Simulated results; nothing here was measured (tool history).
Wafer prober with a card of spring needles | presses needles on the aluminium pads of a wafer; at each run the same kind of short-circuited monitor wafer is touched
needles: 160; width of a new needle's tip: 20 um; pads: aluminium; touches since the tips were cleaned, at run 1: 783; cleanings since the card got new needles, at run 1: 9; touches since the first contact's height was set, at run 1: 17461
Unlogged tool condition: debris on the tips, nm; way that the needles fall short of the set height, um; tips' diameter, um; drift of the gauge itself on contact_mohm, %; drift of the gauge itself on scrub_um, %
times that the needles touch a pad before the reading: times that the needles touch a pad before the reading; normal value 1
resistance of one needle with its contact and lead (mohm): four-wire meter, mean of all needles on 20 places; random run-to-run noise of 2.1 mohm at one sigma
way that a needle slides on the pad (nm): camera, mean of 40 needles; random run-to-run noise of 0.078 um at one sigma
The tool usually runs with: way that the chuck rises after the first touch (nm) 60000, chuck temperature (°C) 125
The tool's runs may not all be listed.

run,hour,way that the chuck rises after the first touch (nm),chuck temperature (°C),times that the needles touch a pad before the reading,touches since the tips were cleaned,cleanings since the card got new needles,touches since the first contact's height was set,resistance of one needle with its contact and lead (mohm),way that a needle slides on the pad (nm)
1,0.0,60000,125,1,783,9,17461,254,9430
# hour 3.9: tips cleaned on abrasive film
# hour 9.1: tips cleaned on abrasive film
# hour 14.3: tips cleaned on abrasive film
# hour 20.7: tips cleaned on abrasive film
# hour 27.2: tips cleaned on abrasive film
# hour 33.6: tips cleaned on abrasive film
2,38.6,60000,125,1,1616,15,29715,275,9300
# hour 40.0: tips cleaned on abrasive film
# hour 45.2: tips cleaned on abrasive film
# hour 50.4: tips cleaned on abrasive film
# hour 56.8: tips cleaned on abrasive film
# hour 63.3: tips cleaned on abrasive film
# hour 68.5: tips cleaned on abrasive film
# hour 73.6: tips cleaned on abrasive film
3,73.7,60000,125,1,9,22,40771,231,9250
# hour 78.9: tips cleaned on abrasive film
# hour 84.1: tips cleaned on abrasive film
# hour 90.6: tips cleaned on abrasive film
# hour 97.0: tips cleaned on abrasive film
# hour 102.2: tips cleaned on abrasive film
# hour 108.7: tips cleaned on abrasive film
4,108.7,60000,125,1,3,28,51846,234,9230
# hour 115.0: tips cleaned on abrasive film
# hour 120.2: tips cleaned on abrasive film
# hour 126.7: tips cleaned on abrasive film
# hour 131.9: tips cleaned on abrasive film
# hour 138.3: tips cleaned on abrasive film
5,142.6,60000,125,2,1373,33,62606,252,9140
# hour 143.9: tips cleaned on abrasive film
# hour 149.1: tips cleaned on abrasive film
# hour 155.6: tips cleaned on abrasive film
# hour 162.0: tips cleaned on abrasive film
6,163.8,60000,125,2,562,37,69306,244,9040

Estimate the outcome of run 7 from the log above:
# hour 167.7: tips cleaned on abrasive film
# hour 172.9: tips cleaned on abrasive film
# hour 179.3: tips cleaned on abrasive film
7,182.1,58000,125,2,907,40,75123,?,?

Run 7 gave resistance of one needle with its contact and lead (mohm) 250, way that a needle slides on the pad (nm) 8830.
On a tool with no hidden condition, and with the same random variation, this run would have come out at resistance of one needle with its contact and lead (mohm) 229, way that a needle slides on the pad (nm) 9360.
